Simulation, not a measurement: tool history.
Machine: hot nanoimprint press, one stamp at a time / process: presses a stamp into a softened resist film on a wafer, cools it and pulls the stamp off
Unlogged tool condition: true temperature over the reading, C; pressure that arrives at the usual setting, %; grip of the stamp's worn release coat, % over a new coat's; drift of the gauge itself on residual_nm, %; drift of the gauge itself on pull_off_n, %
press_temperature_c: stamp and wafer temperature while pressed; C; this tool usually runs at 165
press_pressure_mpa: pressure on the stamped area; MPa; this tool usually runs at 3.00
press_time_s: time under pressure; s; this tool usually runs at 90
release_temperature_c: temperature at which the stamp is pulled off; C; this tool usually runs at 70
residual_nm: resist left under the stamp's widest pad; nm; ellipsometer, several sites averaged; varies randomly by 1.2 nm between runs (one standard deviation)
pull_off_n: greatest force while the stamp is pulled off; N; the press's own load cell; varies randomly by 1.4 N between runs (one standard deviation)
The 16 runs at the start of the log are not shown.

run,hour,press_temperature_c,press_pressure_mpa,press_time_s,release_temperature_c,hours of work since the thermocouple was calibrated,imprints on the stamp's release coat,hours of work since the press's seals were changed,residual_nm,pull_off_n
17,316.8,174,1.99,112,75,44,418,304,157.7,86
18,343.6,165,3.00,56,70,64,503,324,203.7,96
19,359.2,165,3.00,56,70,75,553,335,203.3,96
20,371.8,165,2.69,90,70,85,594,345,182.3,97
21,400.9,165,2.69,90,70,106,687,366,182.6,96
22,415.3,165,3.00,59,67,117,733,377,199.4,103
23,436.6,165,2.20,90,70,133,801,393,199.5,96
24,461.0,170,2.02,48,75,151,879,411,225.7,86
# hour 470.6: stamp cleaned and given a new release coat
25,489.2,171,3.00,90,70,167,60,428,152.1,97
26,512.3,171,3.00,90,70,185,134,445,150.1,97
27,528.8,163,3.33,149,70,197,186,457,144.6,96
28,553.5,163,3.91,125,78,215,266,475,144.3,81
29,577.2,165,3.83,90,73,233,341,493,156.0,91
30,593.8,175,3.83,90,77,245,394,505,119.0,83

Here are 4 independent what-if runs from the current tool condition. What would each one return?
A,616.6,166,3.00,172,72,262,467,522,?,?
B,616.6,175,2.84,90,77,262,467,522,?,?
C,616.6,175,3.03,90,77,262,467,522,?,?
D,616.6,165,2.80,90,58,262,467,522,?,?

run,residual_nm,pull_off_n
A,132.4,91
B,140.1,84
C,134.2,83
D,179.6,126
With the hidden condition removed and each run's random variation left untouched, the same runs would have given:
run,residual_nm,pull_off_n
A,132.1,91
B,139.9,83
C,133.9,83
D,179.3,126
